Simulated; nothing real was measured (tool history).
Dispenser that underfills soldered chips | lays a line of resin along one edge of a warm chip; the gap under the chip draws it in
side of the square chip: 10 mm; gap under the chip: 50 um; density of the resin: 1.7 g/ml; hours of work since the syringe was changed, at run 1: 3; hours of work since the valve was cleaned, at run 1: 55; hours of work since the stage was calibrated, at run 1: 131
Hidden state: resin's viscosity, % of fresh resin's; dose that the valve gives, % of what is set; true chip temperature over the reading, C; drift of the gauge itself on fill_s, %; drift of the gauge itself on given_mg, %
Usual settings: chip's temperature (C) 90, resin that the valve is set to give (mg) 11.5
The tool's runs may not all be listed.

| run | hour | chip's temperature (C) | resin that the valve is set to give (mg) | hours of work since the syringe was changed | hours of work since the valve was cleaned | hours of work since the stage was calibrated | time until the resin shows at the far edge (s) | resin that the valve gave (mg) |
|---|---|---|---|---|---|---|---|---|
| 1 | 0.0 | 90 | 11.5 | 3 | 55 | 131 | 57.5 | 11.16 |
| 2 | 8.0 | 101 | 11.5 | 8 | 60 | 136 | 61.7 | 11.21 |
|  | 11.9 | new syringe of resin |
| 3 | 12.5 | 90 | 11.5 | 0 | 62 | 139 | 48.2 | 11.20 |
| 4 | 17.0 | 90 | 11.5 | 3 | 65 | 141 | 60.2 | 11.18 |
| 5 | 22.2 | 90 | 11.5 | 6 | 68 | 144 | 76.1 | 11.17 |
|  | 25.3 | dispensing valve cleaned and set on the balance |
|  | 29.0 | new syringe of resin |
| 6 | 32.5 | 90 | 11.5 | 2 | 4 | 150 | 53.6 | 11.53 |
| 7 | 38.0 | 90 | 11.5 | 5 | 8 | 153 | 69.5 | 11.50 |
| 8 | 44.5 | 90 | 11.5 | 9 | 11 | 157 | 96.8 | 11.47 |
|  | 45.2 | new syringe of resin |
| 9 | 53.2 | 90 | 11.5 | 5 | 17 | 162 | 66.9 | 11.44 |
| 10 | 57.5 | 90 | 11.5 | 8 | 19 | 165 | 83.2 | 11.44 |
|  | 61.4 | new syringe of resin |
| 11 | 63.7 | 90 | 14.6 | 1 | 23 | 169 | 48.7 | 14.47 |
| 12 | 69.7 | 90 | 14.1 | 5 | 26 | 172 | 66.5 | 14.08 |
|  | 77.4 | new syringe of resin |
| 13 | 78.8 | 91 | 11.3 | 1 | 32 | 178 | 47.9 | 11.23 |
| 14 | 85.2 | 81 | 10.9 | 5 | 36 | 181 | 88.3 | 10.75 |
| 15 | 90.3 | 90 | 10.0 | 8 | 39 | 185 | 89.7 | 9.85 |
|  | 93.3 | new syringe of resin |
| 16 | 97.6 | 90 | 13.4 | 3 | 43 | 189 | 55.6 | 13.16 |
| 17 | 103.0 | 84 | 12.1 | 6 | 46 | 192 | 86.0 | 11.88 |

5 ways to go on from here, each from the tool as it stands after run 17. What would each give?
| A | 108.1 | 79 | 14.2 | 9 | 50 | 195 | ? | ? |
| B | 108.1 | 98 | 14.5 | 9 | 50 | 195 | ? | ? |
| C | 108.1 | 82 | 12.4 | 9 | 50 | 195 | ? | ? |
| D | 108.1 | 75 | 11.7 | 9 | 50 | 195 | ? | ? |
| E | 108.1 | 81 | 12.1 | 9 | 50 | 195 | ? | ? |

| run | time until the resin shows at the far edge (s) | resin that the valve gave (mg) |
|---|---|---|
| A | 127.8 | 14.00 |
| B | 71.6 | 14.22 |
| C | 120.3 | 12.17 |
| D | 151.2 | 11.51 |
| E | 122.5 | 11.82 |
Without the tool's hidden state the same runs would have given:
| run | time until the resin shows at the far edge (s) | resin that the valve gave (mg) |
|---|---|---|
| A | 59.5 | 14.26 |
| B | 33.4 | 14.49 |
| C | 55.9 | 12.40 |
| D | 70.2 | 11.73 |
| E | 57.1 | 12.04 |
